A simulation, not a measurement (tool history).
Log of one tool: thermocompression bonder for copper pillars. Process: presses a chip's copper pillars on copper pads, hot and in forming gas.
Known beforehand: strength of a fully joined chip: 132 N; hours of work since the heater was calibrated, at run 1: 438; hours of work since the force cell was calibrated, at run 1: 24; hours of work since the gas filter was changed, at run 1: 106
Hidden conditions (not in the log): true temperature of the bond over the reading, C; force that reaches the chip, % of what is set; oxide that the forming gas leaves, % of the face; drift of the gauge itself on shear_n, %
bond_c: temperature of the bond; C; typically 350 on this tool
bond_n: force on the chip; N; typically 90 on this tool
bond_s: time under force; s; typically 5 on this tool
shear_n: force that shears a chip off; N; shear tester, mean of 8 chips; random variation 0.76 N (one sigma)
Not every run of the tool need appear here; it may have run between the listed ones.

run     day  bond_c  bond_n  bond_s  hours of work since the heater was calibrated  hours of work since the force cell was calibrated  hours of work since the gas filter was changed  shear_n
  1       0     350      90       5                                            438                                                 24                                             106     59.5
  2   0.533     350      90       5                                            449                                                 34                                             116       58
  3   0.917     350      90       5                                            456                                                 41                                             123     58.4
      1.212  -- forming gas filter changed
  4   1.217     350      90       5                                            461                                                 47                                               0     59.4
  5   1.775     350      90       5                                            472                                                 57                                              11     60.7
  6   2.446     365      90       5                                            485                                                 70                                              24     69.3
  7    3.05     365      90       5                                            496                                                 82                                              35     69.1
  8   3.575     365      90       5                                            506                                                 92                                              45     69.1
  9   3.867     367      90       5                                            512                                                 97                                              51     69.2
 10   4.446     379      90       5                                            523                                                108                                              62     76.9
 11   4.946     350      90       5                                            533                                                118                                              71       58
 12   5.442     350      90       5                                            542                                                127                                              81     58.2
 13   5.779     350      90       5                                            549                                                134                                              87     59.8
 14   6.379     350      90       4                                            560                                                145                                              99     54.4
 15   6.846     350      55       4                                            569                                                154                                             108     38.4
 16   7.125     321      90       5                                            574                                                160                                             113     44.2
 17   7.408     321      90       5                                            580                                                165                                             119     42.3
      7.896  -- forming gas filter changed
 18   8.046     350      90       3                                            592                                                177                                               3     50.5
 19   8.333     350      90       3                                            597                                                182                                               8     50.9
 20    8.75     347      90       5                                            605                                                190                                              16     59.2
 21     9.2     347      90       5                                            614                                                199                                              25     60.6
 22   9.667     347     112      10                                            623                                                208                                              34     82.1
 23  10.154     356      74       9                                            632                                                217                                              43     70.7

Run 24, settings as shown, results not yet in. Your forecast:
 24  10.604     356     110       9                                            640                                                226                                              52        ?

Run 24 produced shear_n 86.9 N.
Take away the tool's hidden state, keep the run-to-run variation as it was, and the same run would have given shear_n 82.6 N.

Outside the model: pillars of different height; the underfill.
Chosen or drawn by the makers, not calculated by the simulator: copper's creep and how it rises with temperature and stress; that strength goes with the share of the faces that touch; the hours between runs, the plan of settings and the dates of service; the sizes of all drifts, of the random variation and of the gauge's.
